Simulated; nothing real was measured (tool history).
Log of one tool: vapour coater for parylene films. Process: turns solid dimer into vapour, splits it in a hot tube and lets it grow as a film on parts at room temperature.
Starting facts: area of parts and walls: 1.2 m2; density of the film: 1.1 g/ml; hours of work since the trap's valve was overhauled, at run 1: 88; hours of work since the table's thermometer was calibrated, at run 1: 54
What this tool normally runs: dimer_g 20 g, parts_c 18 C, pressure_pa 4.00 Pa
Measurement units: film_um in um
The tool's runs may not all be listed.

run	hour	dimer_g	parts_c	pressure_pa	hours of work since the trap's valve was overhauled	hours of work since the table's thermometer was calibrated	film_um
1	0.0	20	18	4.00	88	54	9.03
2	20.9	20	18	4.00	103	69	8.90
3	55.0	20	18	4.00	127	92	8.95
4	76.4	20	18	4.00	142	107	8.86
5	105.0	20	17	4.00	161	127	9.06
6	135.1	20	17	4.00	182	148	8.94
7	168.1	20	17	4.00	205	171	8.88
8	205.1	20	17	4.00	231	196	8.79
9	222.6	20	23	4.00	243	209	8.04
10	240.8	20	23	4.00	256	221	7.99
11	266.1	20	23	4.00	273	239	7.96
12	284.4	20	23	4.00	286	252	7.88
# hour 300.4: trap's valve overhauled
13	310.8	20	18	2.28	7	267	10.51
14	326.1	23	18	7.61	18	278	9.26
15	346.0	23	18	7.61	32	292	9.28
16	379.7	27	18	2.09	55	315	14.12
17	414.2	19	12	5.94	79	339	8.74
18	436.9	23	14	11.80	95	355	8.92
19	467.0	20	16	8.21	116	376	7.99
20	484.9	20	16	8.21	128	388	8.09
21	516.5	20	16	8.21	150	410	7.82
22	542.8	20	16	8.21	168	428	7.88
23	566.3	9	18	9.83	185	445	3.25
24	586.9	19	18	4.00	199	459	8.49

Run by run, hidden condition taken away, random variation retained:
Hidden conditions of the tool in this case: vapour lost through the trap's worn valve, %; true temperature of the parts over the reading, C; drift of the gauge itself on film_um, %.
run	film_um
1	9.27
2	9.18
3	9.27
4	9.21
5	9.46
6	9.38
7	9.37
8	9.33
9	8.55
10	8.53
11	8.54
12	8.48
13	10.50
14	9.28
15	9.33
16	14.27
17	8.87
18	9.09
19	8.18
20	8.31
21	8.07
22	8.16
23	3.38
24	8.87

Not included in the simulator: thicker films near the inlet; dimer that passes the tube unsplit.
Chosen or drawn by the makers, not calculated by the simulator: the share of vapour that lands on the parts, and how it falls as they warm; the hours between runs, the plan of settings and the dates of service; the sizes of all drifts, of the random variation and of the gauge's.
